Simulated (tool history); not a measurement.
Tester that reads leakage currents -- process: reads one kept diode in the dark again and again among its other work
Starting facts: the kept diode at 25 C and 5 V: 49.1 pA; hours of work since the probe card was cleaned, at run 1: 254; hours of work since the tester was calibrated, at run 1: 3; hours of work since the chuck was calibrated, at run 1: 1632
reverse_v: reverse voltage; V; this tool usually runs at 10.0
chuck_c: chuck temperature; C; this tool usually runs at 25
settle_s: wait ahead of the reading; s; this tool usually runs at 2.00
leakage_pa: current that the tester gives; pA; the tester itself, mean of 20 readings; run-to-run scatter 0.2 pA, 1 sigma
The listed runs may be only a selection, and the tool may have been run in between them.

| run | hour | reverse_v | chuck_c | settle_s | hours of work since the probe card was cleaned | hours of work since the tester was calibrated | hours of work since the chuck was calibrated | leakage_pa |
|---|---|---|---|---|---|---|---|---|
| 1 | 0.0 | 10.0 | 25 | 2.00 | 254 | 3 | 1632 | 66.13 |
| 2 | 106.4 | 10.0 | 25 | 2.00 | 317 | 67 | 1696 | 65.94 |
| 3 | 189.8 | 3.3 | 25 | 2.00 | 367 | 117 | 1746 | 42.56 |
| 4 | 331.3 | 1.2 | 25 | 2.00 | 452 | 202 | 1831 | 28.53 |
| 5 | 460.0 | 1.2 | 25 | 2.00 | 530 | 279 | 1908 | 28.63 |
| 6 | 536.1 | 1.2 | 25 | 2.00 | 575 | 325 | 1954 | 28.74 |
| 7 | 619.9 | 1.2 | 25 | 2.00 | 626 | 375 | 2004 | 28.65 |
|  | 686.5 | chuck's temperature calibrated |
| 8 | 724.2 | 1.2 | 25 | 2.00 | 687 | 436 | 23 | 28.66 |
| 9 | 792.1 | 1.2 | 21 | 2.00 | 728 | 477 | 63 | 21.58 |
| 10 | 943.6 | 1.2 | 21 | 2.00 | 819 | 568 | 154 | 21.45 |
| 11 | 1057.2 | 1.2 | 21 | 2.00 | 887 | 636 | 223 | 21.48 |
| 12 | 1154.3 | 1.2 | 21 | 2.00 | 945 | 694 | 281 | 21.48 |
| 13 | 1245.0 | 1.2 | 21 | 2.00 | 1000 | 749 | 335 | 21.45 |
| 14 | 1369.8 | 10.0 | 25 | 2.00 | 1074 | 824 | 410 | 66.07 |
| 15 | 1513.6 | 10.0 | 25 | 2.00 | 1161 | 910 | 496 | 66.26 |
| 16 | 1600.9 | 1.4 | 44 | 3.43 | 1213 | 962 | 549 | 109.58 |
| 17 | 1683.0 | 1.2 | 54 | 2.00 | 1262 | 1012 | 598 | 190.43 |
| 18 | 1834.1 | 6.9 | 25 | 2.00 | 1353 | 1102 | 689 | 56.70 |
| 19 | 1948.1 | 6.9 | 25 | 2.00 | 1421 | 1171 | 757 | 57.02 |
| 20 | 2056.7 | 1.2 | 25 | 2.00 | 1487 | 1236 | 822 | 28.60 |
| 21 | 2191.0 | 1.2 | 47 | 2.00 | 1567 | 1317 | 903 | 124.55 |
| 22 | 2322.9 | 1.2 | 47 | 5.26 | 1646 | 1396 | 982 | 125.09 |
| 23 | 2395.0 | 18.8 | 37 | 2.00 | 1690 | 1439 | 1025 | 191.06 |
| 24 | 2458.8 | 18.5 | 44 | 3.14 | 1728 | 1477 | 1064 | 295.77 |
|  | 2586.0 | probe card cleaned and baked |
| 25 | 2587.6 | 5.8 | 44 | 0.54 | 1 | 1553 | 1139 | 191.07 |
| 26 | 2660.8 | 2.6 | 25 | 2.00 | 45 | 1597 | 1183 | 38.85 |
| 27 | 2809.3 | 2.2 | 37 | 6.72 | 134 | 1686 | 1272 | 82.93 |
| 28 | 2948.7 | 2.5 | 37 | 0.81 | 218 | 1769 | 1356 | 87.56 |

For each entry between runs, how does the tool's hidden state at the last listed run before it compare with that at the first listed run after it?
After run 7, before run 8: chuck's temperature calibrated (hour 686.5)
  true chuck temperature over the reading, C: 0.01 -> 0
  measured minus no-state result, leakage_pa: +0.03 -> +0.00 pA
After run 24, before run 25: probe card cleaned and baked (hour 2586.0)
  stray current of the dirty probe card, pA a volt: 0.028 -> 0.02; current scale over the true one, %: 0 -> 0.01; true chuck temperature over the reading, C: 0 -> 0.01
  measured minus no-state result, leakage_pa: +0.25 -> +0.07 pA
